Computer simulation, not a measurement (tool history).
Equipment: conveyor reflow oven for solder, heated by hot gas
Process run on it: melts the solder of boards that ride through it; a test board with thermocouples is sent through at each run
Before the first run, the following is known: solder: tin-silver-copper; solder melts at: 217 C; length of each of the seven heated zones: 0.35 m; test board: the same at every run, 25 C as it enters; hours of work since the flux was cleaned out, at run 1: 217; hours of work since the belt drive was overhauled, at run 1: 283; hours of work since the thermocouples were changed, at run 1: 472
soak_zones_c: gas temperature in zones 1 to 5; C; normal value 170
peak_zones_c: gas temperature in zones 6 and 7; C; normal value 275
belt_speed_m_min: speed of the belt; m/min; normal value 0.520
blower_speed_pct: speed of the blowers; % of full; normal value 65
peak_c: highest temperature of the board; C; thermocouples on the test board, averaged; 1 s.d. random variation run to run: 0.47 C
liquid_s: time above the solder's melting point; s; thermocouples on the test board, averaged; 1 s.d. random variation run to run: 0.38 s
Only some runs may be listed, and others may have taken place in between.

run	hour	soak_zones_c	peak_zones_c	belt_speed_m_min	blower_speed_pct	hours of work since the flux was cleaned out	hours of work since the belt drive was overhauled	hours of work since the thermocouples were changed	peak_c	liquid_s
1	0.0	170	275	0.520	65	217	283	472	255.7	60.5
2	5.9	170	275	0.520	65	222	288	476	255.7	60.7
3	14.9	170	275	0.520	65	229	295	484	255.6	60.6
4	20.8	170	265	0.520	65	234	300	488	247.0	53.1
5	31.2	170	265	0.520	65	242	308	496	246.9	53.1
6	36.5	170	265	0.520	65	246	312	501	246.3	53.3
7	41.0	160	275	0.520	65	250	316	504	253.1	55.5
8	51.3	160	275	0.520	65	258	324	512	253.6	55.8
9	57.0	160	272	0.520	65	262	328	517	250.3	53.2
10	61.9	170	270	0.520	65	266	332	521	250.7	58.0
11	67.7	170	270	0.520	65	271	337	525	250.7	57.5
12	73.7	170	270	0.520	65	275	341	530	250.6	57.2
13	82.2	170	275	0.520	65	282	348	537	254.6	60.1
14	86.7	156	275	0.520	65	286	352	540	252.6	53.6
15	91.9	177	275	0.520	65	290	356	544	256.5	63.4
16	98.1	182	265	0.591	61	295	361	549	243.6	46.6
17	106.4	170	289	0.520	65	301	367	556	267.2	68.0
18	116.8	172	269	0.520	65	310	376	564	249.9	57.9
19	123.2	172	269	0.520	65	315	381	569	249.8	57.8
20	130.4	164	267	0.520	65	320	386	575	247.1	52.3
21	140.3	164	276	0.481	65	328	394	583	258.1	65.4
22	147.3	164	276	0.481	65	334	400	588	257.2	66.3
23	156.4	161	270	0.490	61	341	407	595	250.4	57.0
# hour 164.2: flux residue cleaned out of gas plates and filters
24	170.8	170	274	0.520	65	5	414	603	253.8	60.6
25	179.6	170	273	0.520	65	12	421	610	253.9	58.6
26	186.1	159	285	0.486	74	17	426	615	267.5	70.3
27	191.5	177	267	0.511	87	22	431	619	255.6	67.0
28	201.2	162	275	0.520	65	29	438	627	254.3	56.5
29	207.2	162	278	0.595	61	34	443	631	248.3	44.5
30	211.5	184	274	0.462	75	37	446	635	263.9	81.5

Forecast each of these 3 alternatives for the next run:
A	220.8	166	275	0.461	65	45	454	642	?	?
B	220.8	183	263	0.506	75	45	454	642	?	?
C	220.8	159	274	0.462	75	45	454	642	?	?

run	peak_c	liquid_s
A	259.3	70.1
B	250.4	65.8
C	259.2	69.4
Take away the tool's hidden state, keep each run's random variation, and the runs would have read:
run	peak_c	liquid_s
A	259.5	70.2
B	250.6	65.8
C	259.4	69.5

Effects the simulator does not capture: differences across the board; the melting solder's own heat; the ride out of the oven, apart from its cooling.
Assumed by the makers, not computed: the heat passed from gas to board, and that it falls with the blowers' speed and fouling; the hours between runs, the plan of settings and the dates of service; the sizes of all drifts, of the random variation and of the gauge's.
